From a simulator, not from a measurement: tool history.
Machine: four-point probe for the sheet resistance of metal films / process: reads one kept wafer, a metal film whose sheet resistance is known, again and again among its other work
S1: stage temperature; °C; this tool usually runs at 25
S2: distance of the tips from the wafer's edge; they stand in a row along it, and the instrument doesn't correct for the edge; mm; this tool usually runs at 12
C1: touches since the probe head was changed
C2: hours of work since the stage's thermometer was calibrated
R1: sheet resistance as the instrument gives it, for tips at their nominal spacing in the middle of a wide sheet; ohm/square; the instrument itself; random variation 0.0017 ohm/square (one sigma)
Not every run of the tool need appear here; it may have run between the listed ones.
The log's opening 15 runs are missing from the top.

Run 16, day 7.567: usual settings; C1 31483; C2 38. Result: R1 8.302197 ohm/square.
Run 17, day 7.962: usual settings but S2 11 mm; C1 31897; C2 45. Result: R1 8.307355 ohm/square.
Run 18, day 8.592: usual settings but S2 11 mm; C1 32553; C2 56. Result: R1 8.306747 ohm/square.
Run 19, day 8.917: usual settings but S2 4 mm; C1 32893; C2 62. Result: R1 8.541172 ohm/square.
At day 9.275: stage's thermometer calibrated, once more.
Run 20, day 9.383: usual settings but S1 32 °C, S2 58 mm; C1 33357; C2 2. Result: R1 8.262095 ohm/square.
Run 21, day 9.758: usual settings but S1 32 °C, S2 58 mm; C1 33746; C2 9. Result: R1 8.262388 ohm/square.
Run 22, day 10.425: usual settings but S1 30 °C, S2 5 mm; C1 34441; C2 21. Result: R1 8.433994 ohm/square.
Run 23, day 10.938: usual settings but S1 30 °C, S2 5 mm; C1 34975; C2 30. Result: R1 8.43535 ohm/square.
Run 24, day 11.275: usual settings but S2 20 mm; C1 35327; C2 36. Result: R1 8.276209 ohm/square.
Run 25, day 11.95: usual settings but S2 8 mm; C1 36030; C2 49. Result: R1 8.331711 ohm/square.
Run 26, day 12.446: usual settings but S2 8 mm; C1 36548; C2 58. Result: R1 8.332232 ohm/square.
Run 27, day 12.942: usual settings but S2 8 mm; C1 37065; C2 67. Result: R1 8.339214 ohm/square.
Run 28, day 13.571: usual settings but S1 33 °C, S2 48 mm; C1 37722; C2 78. Result: R1 8.263226 ohm/square.
Run 29, day 13.908: usual settings but S1 33 °C, S2 48 mm; C1 38074; C2 85. Result: R1 8.261648 ohm/square.
Run 30, day 14.45: usual settings but S1 22 °C; C1 38637; C2 94. Result: R1 8.29512 ohm/square.
Run 31, day 14.821: usual settings but S1 22 °C; C1 39025; C2 101. Result: R1 8.292317 ohm/square.
Run 32, day 15.346: usual settings but S1 32 °C, S2 9 mm; C1 39573; C2 111. Result: R1 8.317579 ohm/square.
Run 33, day 15.883: usual settings but S1 32 °C, S2 9 mm; C1 40133; C2 121. Result: R1 8.312827 ohm/square.
Run 34, day 16.308: usual settings but S1 32 °C, S2 9 mm; C1 40573; C2 128. Result: R1 8.31334 ohm/square.
Run 35, day 16.904: usual settings but S1 23 °C, S2 8 mm; C1 41195; C2 139. Result: R1 8.33074 ohm/square.
Run 36, day 17.567: usual settings but S1 23 °C, S2 8 mm; C1 41886; C2 151. Result: R1 8.333861 ohm/square.
Run 37, day 18.071: usual settings but S1 32 °C, S2 13 mm; C1 42412; C2 160. Result: R1 8.287272 ohm/square.

Each row is a separate what-if for the run after 37, all from the same tool condition, not one after another. Results?
Run A, day 18.433: usual settings but S1 28 °C, S2 17 mm; C1 42789; C2 167. Result: R1 ?.
Run B, day 18.433: usual settings but S1 22 °C, S2 35 mm; C1 42789; C2 167. Result: R1 ?.
Run C, day 18.433: usual settings but S2 61 mm; C1 42789; C2 167. Result: R1 ?.

run        R1
  A  8.276189
  B  8.267252
  C  8.261884
What these runs would have given with no unlogged condition in the tool:
run        R1
  A  8.284853
  B  8.275881
  C  8.270522
